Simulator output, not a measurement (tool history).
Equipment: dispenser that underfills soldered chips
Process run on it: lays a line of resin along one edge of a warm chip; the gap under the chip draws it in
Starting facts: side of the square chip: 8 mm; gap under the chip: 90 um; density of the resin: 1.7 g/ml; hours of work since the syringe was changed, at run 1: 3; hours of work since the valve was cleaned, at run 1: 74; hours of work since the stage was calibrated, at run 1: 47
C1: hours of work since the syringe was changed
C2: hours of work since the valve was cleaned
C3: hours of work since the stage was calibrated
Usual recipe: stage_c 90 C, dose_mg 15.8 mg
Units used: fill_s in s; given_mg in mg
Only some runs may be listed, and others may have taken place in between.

{"run": 1, "hour": 0.0, "stage_c": 90, "dose_mg": 15.8, "C1": 3, "C2": 74, "C3": 47, "fill_s": 63, "given_mg": 14.71}
{"run": 2, "hour": 4.6, "stage_c": 90, "dose_mg": 14.2, "C1": 6, "C2": 77, "C3": 50, "fill_s": 78.6, "given_mg": 13.15}
{"run": 3, "hour": 8.3, "stage_c": 92, "dose_mg": 14.2, "C1": 8, "C2": 79, "C3": 52, "fill_s": 89.1, "given_mg": 13.09}
{"run": 4, "hour": 13.9, "stage_c": 92, "dose_mg": 14.2, "C1": 11, "C2": 83, "C3": 56, "fill_s": 115.1, "given_mg": 13.08}
{"hour": 15.3, "done": "new syringe of resin"}
{"run": 5, "hour": 18.8, "stage_c": 90, "dose_mg": 14.5, "C1": 2, "C2": 86, "C3": 58, "fill_s": 65.1, "given_mg": 13.31}
{"run": 6, "hour": 22.3, "stage_c": 90, "dose_mg": 17, "C1": 4, "C2": 88, "C3": 61, "fill_s": 73.3, "given_mg": 15.69}
{"run": 7, "hour": 25.1, "stage_c": 90, "dose_mg": 17, "C1": 6, "C2": 90, "C3": 62, "fill_s": 82.6, "given_mg": 15.65}
{"run": 8, "hour": 31.4, "stage_c": 90, "dose_mg": 14.5, "C1": 10, "C2": 94, "C3": 66, "fill_s": 113.9, "given_mg": 13.27}
{"hour": 34.4, "done": "new syringe of resin"}
{"run": 9, "hour": 35.7, "stage_c": 93, "dose_mg": 13.7, "C1": 1, "C2": 96, "C3": 69, "fill_s": 53.5, "given_mg": 12.51}
{"run": 10, "hour": 41.4, "stage_c": 93, "dose_mg": 13.7, "C1": 4, "C2": 100, "C3": 72, "fill_s": 70.1, "given_mg": 12.54}
{"run": 11, "hour": 44.2, "stage_c": 96, "dose_mg": 13.7, "C1": 6, "C2": 102, "C3": 74, "fill_s": 71.5, "given_mg": 12.44}

Take each entry between the runs: how does the hidden state at the last listed run before it differ from the hidden state at the first listed run after it?
Run 4 -> run 5: new syringe of resin (hour 15.3)
  resin's viscosity, % of fresh resin's: 222.3 -> 119; dose that the valve gives, % of what is set: 92.66 -> 92.41; true chip temperature over the reading, C: -0.72 -> -0.74
  measured result minus the result with no hidden state, fill_s: +64.8 -> +12.3 s; given_mg: -1.04 -> -1.09 mg
Run 8 -> run 9: new syringe of resin (hour 34.4)
  resin's viscosity, % of fresh resin's: 208.9 -> 104.8; dose that the valve gives, % of what is set: 91.72 -> 91.51; true chip temperature over the reading, C: -0.8 -> -0.82
  measured result minus the result with no hidden state, fill_s: +61.4 -> +4.8 s; given_mg: -1.19 -> -1.16 mg
